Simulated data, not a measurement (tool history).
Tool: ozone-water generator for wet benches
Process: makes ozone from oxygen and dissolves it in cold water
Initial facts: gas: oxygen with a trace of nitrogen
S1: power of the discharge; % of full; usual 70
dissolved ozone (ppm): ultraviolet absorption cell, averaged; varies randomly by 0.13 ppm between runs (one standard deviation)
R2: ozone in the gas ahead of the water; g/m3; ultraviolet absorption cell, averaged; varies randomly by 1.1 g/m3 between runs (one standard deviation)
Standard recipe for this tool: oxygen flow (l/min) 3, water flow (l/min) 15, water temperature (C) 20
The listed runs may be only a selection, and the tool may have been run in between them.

run 1 hour=0 | S1=70 oxygen_flow_(l/min)=3 water_flow_(l/min)=15 water_temperature_(C)=20 | dissolved_ozone_(ppm)=13.6 R2=195.5
run 2 hour=100.2 | S1=70 oxygen_flow_(l/min)=3 water_flow_(l/min)=22 water_temperature_(C)=20 | dissolved_ozone_(ppm)=8.9 R2=192.7
run 3 hour=182.1 | S1=70 oxygen_flow_(l/min)=3 water_flow_(l/min)=15 water_temperature_(C)=20 | dissolved_ozone_(ppm)=13.6 R2=194
run 4 hour=298.7 | S1=70 oxygen_flow_(l/min)=3 water_flow_(l/min)=15 water_temperature_(C)=20 | dissolved_ozone_(ppm)=13.8 R2=196.3
run 5 hour=370.4 | S1=70 oxygen_flow_(l/min)=3 water_flow_(l/min)=15 water_temperature_(C)=20 | dissolved_ozone_(ppm)=13.5 R2=194.8
run 6 hour=450.8 | S1=70 oxygen_flow_(l/min)=3 water_flow_(l/min)=15 water_temperature_(C)=20 | dissolved_ozone_(ppm)=13.6 R2=193.5
run 7 hour=566.4 | S1=70 oxygen_flow_(l/min)=3 water_flow_(l/min)=15 water_temperature_(C)=20 | dissolved_ozone_(ppm)=13.6 R2=193.5
run 8 hour=695.2 | S1=70 oxygen_flow_(l/min)=3 water_flow_(l/min)=15 water_temperature_(C)=20 | dissolved_ozone_(ppm)=13.6 R2=194.7
run 9 hour=826.2 | S1=70 oxygen_flow_(l/min)=3 water_flow_(l/min)=15 water_temperature_(C)=20 | dissolved_ozone_(ppm)=13.4 R2=194.2
run 10 hour=896.5 | S1=70 oxygen_flow_(l/min)=3 water_flow_(l/min)=15 water_temperature_(C)=20 | dissolved_ozone_(ppm)=13.6 R2=194.9
run 11 hour=971.5 | S1=70 oxygen_flow_(l/min)=3 water_flow_(l/min)=15 water_temperature_(C)=20 | dissolved_ozone_(ppm)=13.6 R2=194.6
-- hour=1060.2 water thermometer calibrated
run 12 hour=1126 | S1=70 oxygen_flow_(l/min)=3 water_flow_(l/min)=15 water_temperature_(C)=20 | dissolved_ozone_(ppm)=13.7 R2=194.5
run 13 hour=1212.1 | S1=70 oxygen_flow_(l/min)=3 water_flow_(l/min)=15 water_temperature_(C)=20 | dissolved_ozone_(ppm)=13.4 R2=194.6
run 14 hour=1300.7 | S1=70 oxygen_flow_(l/min)=3 water_flow_(l/min)=15 water_temperature_(C)=20 | dissolved_ozone_(ppm)=13.6 R2=194.8
run 15 hour=1445.4 | S1=70 oxygen_flow_(l/min)=3 water_flow_(l/min)=15 water_temperature_(C)=20 | dissolved_ozone_(ppm)=13.6 R2=195.8
run 16 hour=1511.9 | S1=70 oxygen_flow_(l/min)=3 water_flow_(l/min)=15 water_temperature_(C)=20 | dissolved_ozone_(ppm)=13.5 R2=193.2
run 17 hour=1585 | S1=70 oxygen_flow_(l/min)=3.86 water_flow_(l/min)=15 water_temperature_(C)=15 | dissolved_ozone_(ppm)=14.2 R2=166.6
run 18 hour=1711.6 | S1=85 oxygen_flow_(l/min)=2.91 water_flow_(l/min)=15 water_temperature_(C)=23 | dissolved_ozone_(ppm)=15.3 R2=233
run 19 hour=1862.1 | S1=59 oxygen_flow_(l/min)=4.71 water_flow_(l/min)=15 water_temperature_(C)=23 | dissolved_ozone_(ppm)=10.5 R2=124.1
run 20 hour=1969.7 | S1=59 oxygen_flow_(l/min)=4.71 water_flow_(l/min)=15 water_temperature_(C)=23 | dissolved_ozone_(ppm)=10.8 R2=126.7
run 21 hour=2103.4 | S1=51 oxygen_flow_(l/min)=2.94 water_flow_(l/min)=22 water_temperature_(C)=20 | dissolved_ozone_(ppm)=6.9 R2=149.9
-- hour=2256.6 contactor cleaned
run 22 hour=2256.6 | S1=61 oxygen_flow_(l/min)=2.92 water_flow_(l/min)=18 water_temperature_(C)=18 | dissolved_ozone_(ppm)=10.2 R2=174.6
run 23 hour=2362.7 | S1=61 oxygen_flow_(l/min)=2.92 water_flow_(l/min)=18 water_temperature_(C)=25 | dissolved_ozone_(ppm)=9.4 R2=175.5
run 24 hour=2444.1 | S1=73 oxygen_flow_(l/min)=3 water_flow_(l/min)=23 water_temperature_(C)=21 | dissolved_ozone_(ppm)=8.6 R2=204.3
run 25 hour=2590.9 | S1=73 oxygen_flow_(l/min)=3 water_flow_(l/min)=23 water_temperature_(C)=21 | dissolved_ozone_(ppm)=8.3 R2=199.9
run 26 hour=2714.8 | S1=73 oxygen_flow_(l/min)=3 water_flow_(l/min)=23 water_temperature_(C)=21 | dissolved_ozone_(ppm)=8.7 R2=200.2
run 27 hour=2851 | S1=51 oxygen_flow_(l/min)=3.58 water_flow_(l/min)=15 water_temperature_(C)=20 | dissolved_ozone_(ppm)=10.3 R2=131.6
run 28 hour=2982.4 | S1=51 oxygen_flow_(l/min)=3.58 water_flow_(l/min)=15 water_temperature_(C)=20 | dissolved_ozone_(ppm)=10.3 R2=131.9
run 29 hour=3085.7 | S1=53 oxygen_flow_(l/min)=4.96 water_flow_(l/min)=21 water_temperature_(C)=15 | dissolved_ozone_(ppm)=7.8 R2=111.7

Alternative continuations, all from the tool just after run 29; predict every row:
run A hour=3190.7 | S1=53 oxygen_flow_(l/min)=4.96 water_flow_(l/min)=16 water_temperature_(C)=15 | dissolved_ozone_(ppm)=? R2=?
run B hour=3190.7 | S1=100 oxygen_flow_(l/min)=4.96 water_flow_(l/min)=21 water_temperature_(C)=15 | dissolved_ozone_(ppm)=? R2=?
run C hour=3190.7 | S1=44 oxygen_flow_(l/min)=3.33 water_flow_(l/min)=21 water_temperature_(C)=14 | dissolved_ozone_(ppm)=? R2=?
run D hour=3190.7 | S1=87 oxygen_flow_(l/min)=4.12 water_flow_(l/min)=23 water_temperature_(C)=15 | dissolved_ozone_(ppm)=? R2=?
run E hour=3190.7 | S1=87 oxygen_flow_(l/min)=3 water_flow_(l/min)=15 water_temperature_(C)=16 | dissolved_ozone_(ppm)=? R2=?

run=A dissolved_ozone_(ppm)=10.3 R2=111.6
run=B dissolved_ozone_(ppm)=13.5 R2=192.8
run=C dissolved_ozone_(ppm)=6.6 R2=120.7
run=D dissolved_ozone_(ppm)=10.9 R2=192
run=E dissolved_ozone_(ppm)=17.3 R2=234.4
Without the tool's unlogged condition, the same runs would have read:
run=A dissolved_ozone_(ppm)=10.3 R2=111.7
run=B dissolved_ozone_(ppm)=13.6 R2=193.1
run=C dissolved_ozone_(ppm)=6.6 R2=120.8
run=D dissolved_ozone_(ppm)=10.9 R2=192.3
run=E dissolved_ozone_(ppm)=17.3 R2=234.8
